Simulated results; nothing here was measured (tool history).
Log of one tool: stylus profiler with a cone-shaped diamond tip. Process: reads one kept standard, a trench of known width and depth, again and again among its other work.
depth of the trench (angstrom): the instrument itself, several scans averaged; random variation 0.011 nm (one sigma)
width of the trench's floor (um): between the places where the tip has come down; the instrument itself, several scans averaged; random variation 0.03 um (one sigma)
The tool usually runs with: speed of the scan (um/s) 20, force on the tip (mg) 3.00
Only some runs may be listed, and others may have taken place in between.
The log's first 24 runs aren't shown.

| run | hour | speed of the scan (um/s) | force on the tip (mg) | depth of the trench (angstrom) | width of the trench's floor (um) |
|---|---|---|---|---|---|
| 25 | 254.1 | 20 | 5.20 | 1008.6 | 97.88 |
| 26 | 267.8 | 8 | 6.97 | 1010.8 | 97.98 |
| 27 | 280.2 | 8 | 6.97 | 1010.5 | 97.94 |
| 28 | 292.6 | 8 | 6.97 | 1010.8 | 97.82 |
| 29 | 298.8 | 8 | 6.97 | 1010.6 | 97.90 |
| 30 | 313.8 | 8 | 6.97 | 1010.7 | 97.93 |
| 31 | 321.4 | 8 | 6.97 | 1010.6 | 97.94 |
| 32 | 331.5 | 78 | 2.56 | 1005.6 | 97.68 |

Here are 4 independent what-if runs from the current tool condition. What would each one return?
| A | 344.2 | 18 | 2.56 | ? | ? |
| B | 344.2 | 20 | 1.25 | ? | ? |
| C | 344.2 | 13 | 1.21 | ? | ? |
| D | 344.2 | 48 | 2.56 | ? | ? |

| run | depth of the trench (angstrom) | width of the trench's floor (um) |
|---|---|---|
| A | 1005.6 | 97.90 |
| B | 1003.4 | 97.81 |
| C | 1003.4 | 97.90 |
| D | 1005.6 | 97.69 |
Had the tool no hidden state, the same runs would have come out as:
| run | depth of the trench (angstrom) | width of the trench's floor (um) |
|---|---|---|
| A | 1005.5 | 97.99 |
| B | 1003.3 | 97.89 |
| C | 1003.2 | 97.99 |
| D | 1005.5 | 97.78 |

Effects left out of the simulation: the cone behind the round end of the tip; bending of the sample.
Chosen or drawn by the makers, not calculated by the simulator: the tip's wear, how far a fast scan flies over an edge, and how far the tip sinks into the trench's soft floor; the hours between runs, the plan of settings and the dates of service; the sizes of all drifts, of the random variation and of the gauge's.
